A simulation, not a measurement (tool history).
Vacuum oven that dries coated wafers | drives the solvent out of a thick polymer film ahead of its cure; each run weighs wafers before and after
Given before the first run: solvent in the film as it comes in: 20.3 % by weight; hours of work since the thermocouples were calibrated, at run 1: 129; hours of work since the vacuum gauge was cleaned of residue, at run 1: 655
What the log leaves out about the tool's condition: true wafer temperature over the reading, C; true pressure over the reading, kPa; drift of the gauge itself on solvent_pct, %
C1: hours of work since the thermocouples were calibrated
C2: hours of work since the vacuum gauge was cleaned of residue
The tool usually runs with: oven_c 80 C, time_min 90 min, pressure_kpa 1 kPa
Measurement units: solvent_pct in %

{"run": 1, "hour": 0.0, "oven_c": 80, "time_min": 90, "pressure_kpa": 1, "C1": 129, "C2": 655, "solvent_pct": 4.54}
{"run": 2, "hour": 22.8, "oven_c": 80, "time_min": 90, "pressure_kpa": 1, "C1": 145, "C2": 670, "solvent_pct": 4.58}
{"run": 3, "hour": 58.1, "oven_c": 80, "time_min": 90, "pressure_kpa": 1, "C1": 169, "C2": 695, "solvent_pct": 4.61}
{"run": 4, "hour": 93.1, "oven_c": 80, "time_min": 90, "pressure_kpa": 1, "C1": 193, "C2": 719, "solvent_pct": 4.7}
{"run": 5, "hour": 132.1, "oven_c": 80, "time_min": 90, "pressure_kpa": 1, "C1": 220, "C2": 745, "solvent_pct": 4.67}
{"run": 6, "hour": 164.3, "oven_c": 88, "time_min": 49, "pressure_kpa": 1.09, "C1": 242, "C2": 768, "solvent_pct": 5.24}
{"hour": 167.5, "done": "vacuum gauge cleaned of residue and calibrated"}
{"run": 7, "hour": 203.4, "oven_c": 74, "time_min": 49, "pressure_kpa": 1.04, "C1": 268, "C2": 25, "solvent_pct": 10.32}
{"hour": 233.1, "done": "vacuum gauge cleaned of residue and calibrated, once more"}
{"run": 8, "hour": 233.1, "oven_c": 74, "time_min": 49, "pressure_kpa": 1.04, "C1": 288, "C2": 0, "solvent_pct": 9.84}
{"run": 9, "hour": 265.0, "oven_c": 85, "time_min": 46, "pressure_kpa": 3.3, "C1": 310, "C2": 22, "solvent_pct": 8.15}
{"run": 10, "hour": 283.5, "oven_c": 74, "time_min": 112, "pressure_kpa": 0.97, "C1": 322, "C2": 35, "solvent_pct": 5.29}

Forecast each of these 5 alternatives for the next run:
{"run": "A", "hour": 319.0, "oven_c": 80, "time_min": 90, "pressure_kpa": 1, "C1": 347, "C2": 59, "solvent_pct": "?"}
{"run": "B", "hour": 319.0, "oven_c": 89, "time_min": 112, "pressure_kpa": 0.97, "C1": 347, "C2": 59, "solvent_pct": "?"}
{"run": "C", "hour": 319.0, "oven_c": 74, "time_min": 61, "pressure_kpa": 3.15, "C1": 347, "C2": 59, "solvent_pct": "?"}
{"run": "D", "hour": 319.0, "oven_c": 92, "time_min": 56, "pressure_kpa": 0.65, "C1": 347, "C2": 59, "solvent_pct": "?"}
{"run": "E", "hour": 319.0, "oven_c": 80, "time_min": 136, "pressure_kpa": 1, "C1": 347, "C2": 59, "solvent_pct": "?"}

run=A solvent_pct=4.33
run=B solvent_pct=1.51
run=C solvent_pct=11.26
run=D solvent_pct=2.95
run=E solvent_pct=2.84
With the hidden condition removed and each run's random variation left untouched, the same runs would have given:
run=A solvent_pct=4.02
run=B solvent_pct=1.37
run=C solvent_pct=10.87
run=D solvent_pct=2.71
run=E solvent_pct=2.6
